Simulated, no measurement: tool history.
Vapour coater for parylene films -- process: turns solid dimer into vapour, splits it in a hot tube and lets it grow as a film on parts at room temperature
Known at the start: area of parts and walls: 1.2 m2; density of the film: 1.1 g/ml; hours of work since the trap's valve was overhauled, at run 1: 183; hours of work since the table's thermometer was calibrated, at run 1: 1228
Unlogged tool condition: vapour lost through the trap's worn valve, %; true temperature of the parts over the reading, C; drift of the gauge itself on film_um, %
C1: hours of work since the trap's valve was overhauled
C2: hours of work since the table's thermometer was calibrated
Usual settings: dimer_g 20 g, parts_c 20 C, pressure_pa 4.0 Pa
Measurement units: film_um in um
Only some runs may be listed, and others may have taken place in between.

run 1 hour=0.0 | dimer_g=20 parts_c=20 pressure_pa=4.0 | C1=183 C2=1228 | film_um=7.89
run 2 hour=40.2 | dimer_g=26 parts_c=20 pressure_pa=4.0 | C1=213 C2=1258 | film_um=10.37
run 3 hour=62.2 | dimer_g=26 parts_c=20 pressure_pa=4.0 | C1=230 C2=1275 | film_um=10.57
run 4 hour=88.1 | dimer_g=20 parts_c=20 pressure_pa=4.0 | C1=249 C2=1294 | film_um=7.99
run 5 hour=134.0 | dimer_g=20 parts_c=20 pressure_pa=4.0 | C1=283 C2=1329 | film_um=7.97
run 6 hour=177.2 | dimer_g=20 parts_c=20 pressure_pa=4.0 | C1=316 C2=1361 | film_um=8.00
run 7 hour=199.0 | dimer_g=20 parts_c=20 pressure_pa=4.0 | C1=332 C2=1377 | film_um=8.09
run 8 hour=245.2 | dimer_g=20 parts_c=20 pressure_pa=4.0 | C1=367 C2=1412 | film_um=8.09
run 9 hour=292.6 | dimer_g=20 parts_c=14 pressure_pa=2.7 | C1=402 C2=1448 | film_um=10.21
run 10 hour=341.6 | dimer_g=20 parts_c=14 pressure_pa=2.7 | C1=439 C2=1484 | film_um=10.25
run 11 hour=370.2 | dimer_g=11 parts_c=14 pressure_pa=2.7 | C1=460 C2=1506 | film_um=5.62

Expected results for the next run?
run 12 hour=405.2 | dimer_g=11 parts_c=14 pressure_pa=2.7 | C1=487 C2=1532 | film_um=?

film_um: 5.66 um
With no hidden state in the tool, this same run would have given film_um 5.70 um.
